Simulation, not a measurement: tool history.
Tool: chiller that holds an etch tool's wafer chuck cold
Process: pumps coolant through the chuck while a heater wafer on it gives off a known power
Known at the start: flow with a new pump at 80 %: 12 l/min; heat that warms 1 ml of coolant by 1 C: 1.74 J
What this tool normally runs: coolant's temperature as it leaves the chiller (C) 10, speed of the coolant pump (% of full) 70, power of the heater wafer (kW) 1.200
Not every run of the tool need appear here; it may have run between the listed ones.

run    hour  coolant's temperature as it leaves the chiller (C)  speed of the coolant pump (% of full)  power of the heater wafer (kW)  chuck's temperature once it has settled (C)  how much warmer the coolant comes back (C)
  1     0.0                                                  10                                     70                           1.200                                        20.72                                        4.03
  2    54.0                                                  10                                     70                           1.200                                        20.74                                        4.00
  3    99.1                                                  10                                     70                           1.200                                        20.79                                        4.00
  4   197.4                                                  10                                     70                           1.616                                        24.59                                        5.45
  5   280.2                                                  10                                     70                           1.616                                        24.45                                        5.49
  6   338.6                                                  10                                     70                           1.616                                        24.46                                        5.50
  7   429.8                                                  10                                     70                           1.616                                        24.43                                        5.51
      449.5  -- coolant changed, channels flushed
      484.5  -- chiller's thermometer calibrated
  8   517.6                                                  10                                     70                           1.616                                        24.58                                        5.52
  9   614.3                                                  10                                     70                           1.616                                        24.54                                        5.53
 10   719.4                                                  10                                     70                           1.200                                        20.70                                        4.14
 11   810.7                                                  10                                     70                           1.200                                        20.67                                        4.16
 12   882.5                                                  10                                     70                           1.200                                        20.79                                        4.19
 13   956.3                                                  10                                     92                           1.200                                        17.97                                        3.15
 14  1060.4                                                  10                                     70                           1.200                                        20.74                                        4.22
 15  1157.3                                                  10                                     70                           0.815                                        17.31                                        2.94
 16  1218.3                                                  10                                     70                           1.200                                        20.79                                        4.23
 17  1264.0                                                   5                                     71                           1.200                                        15.55                                        4.18
     1305.9  -- gauge calibrated
 18  1327.6                                                  19                                     70                           0.660                                        24.88                                        2.21

Forecast run 19:
 19  1394.5                                                  13                                     70                           0.690                                            ?                                           ?

For run 19 the tool returned chuck's temperature once it has settled (C) 19.08, how much warmer the coolant comes back (C) 2.36.
With no hidden state in the tool, this same run would have given chuck's temperature once it has settled (C) 19.06, how much warmer the coolant comes back (C) 2.34.
